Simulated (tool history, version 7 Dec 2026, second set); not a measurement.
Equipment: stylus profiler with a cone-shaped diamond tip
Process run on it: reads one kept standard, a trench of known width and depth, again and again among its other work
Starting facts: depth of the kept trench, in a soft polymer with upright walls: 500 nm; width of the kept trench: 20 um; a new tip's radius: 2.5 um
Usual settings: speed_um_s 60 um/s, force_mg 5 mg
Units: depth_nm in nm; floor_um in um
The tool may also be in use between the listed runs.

run    hour  speed_um_s  force_mg  depth_nm  floor_um
  1       0          60         5    507.82     15.89
  2   107.7          60         5    507.59     15.86
  3   216.1          60      7.24    510.29     15.81
  4   360.3          60         5    507.32     15.71
  5   456.8          60         5    507.27     15.73
  6   583.6          60         5    507.12      15.6
  7   668.7          60         5    507.16     15.58
  8   796.1          68         5    506.56     15.47
  9   911.8          68         5    506.81     15.47
      965.9  -- height scale calibrated on a step standard
 10   977.9          68         5    505.38     15.38
 11  1062.3         193      7.54    508.87     15.07
 12  1177.3          16         3     502.5     15.39
 13  1244.1         198         3    502.63     14.72
 14  1391.1          70      2.97    502.28     15.08
 15  1499.3          64      2.42    501.48     15.05

Run 16 has not been measured yet. What should we expect?
 16  1641.4         153      6.46         ?         ?

depth_nm: 506.79 nm
floor_um: 14.84 um
With the hidden condition absent and the run-to-run variation left alone, this run would have shown depth_nm 511.65 nm, floor_um 16.64 um.
